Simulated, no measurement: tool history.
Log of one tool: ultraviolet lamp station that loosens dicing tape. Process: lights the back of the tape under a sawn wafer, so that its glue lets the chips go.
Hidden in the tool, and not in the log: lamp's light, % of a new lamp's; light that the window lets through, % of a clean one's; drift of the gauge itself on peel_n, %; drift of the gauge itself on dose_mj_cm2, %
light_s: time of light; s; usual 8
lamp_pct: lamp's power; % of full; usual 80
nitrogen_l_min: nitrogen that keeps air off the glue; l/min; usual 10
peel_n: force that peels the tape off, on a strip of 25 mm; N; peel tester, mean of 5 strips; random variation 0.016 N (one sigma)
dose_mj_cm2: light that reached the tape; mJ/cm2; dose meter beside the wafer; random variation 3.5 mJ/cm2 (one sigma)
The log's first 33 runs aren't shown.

| run | hour | light_s | lamp_pct | nitrogen_l_min | hours of work of the lamp | hours of work since the window was cleaned | peel_n | dose_mj_cm2 |
|---|---|---|---|---|---|---|---|---|
| 34 | 492.6 | 10 | 78 | 10 | 362 | 54 | 0.622 | 657 |
| 35 | 504.7 | 9 | 80 | 10 | 369 | 61 | 0.737 | 606 |
| 36 | 523.1 | 11 | 80 | 8 | 381 | 73 | 0.546 | 736 |
| 37 | 537.5 | 13 | 80 | 3 | 390 | 82 | 0.928 | 863 |
| 38 | 549.2 | 13 | 80 | 3 | 397 | 89 | 0.887 | 870 |
| 39 | 560.8 | 7 | 74 | 17 | 404 | 96 | 1.035 | 430 |
| 40 | 572.5 | 6 | 73 | 10 | 412 | 104 | 1.907 | 365 |
| 41 | 588.0 | 6 | 75 | 10 | 421 | 113 | 1.798 | 379 |
| 42 | 606.9 | 6 | 75 | 10 | 433 | 125 | 1.774 | 370 |
| 43 | 621.1 | 10 | 95 | 9 | 442 | 134 | 0.440 | 778 |
| 44 | 630.4 | 8 | 72 | 7 | 448 | 140 | 1.507 | 476 |

3 ways to go on from here, each from the tool as it stands after run 44. What would each give?
| A | 642.8 | 6 | 89 | 8 | 455 | 147 | ? | ? |
| B | 642.8 | 8 | 72 | 6 | 455 | 147 | ? | ? |
| C | 642.8 | 7 | 80 | 10 | 455 | 147 | ? | ? |

| run | peel_n | dose_mj_cm2 |
|---|---|---|
| A | 1.563 | 434 |
| B | 1.666 | 472 |
| C | 1.282 | 460 |
Without the tool's hidden state the same runs would have given:
| run | peel_n | dose_mj_cm2 |
|---|---|---|
| A | 1.313 | 481 |
| B | 1.407 | 523 |
| C | 1.058 | 509 |
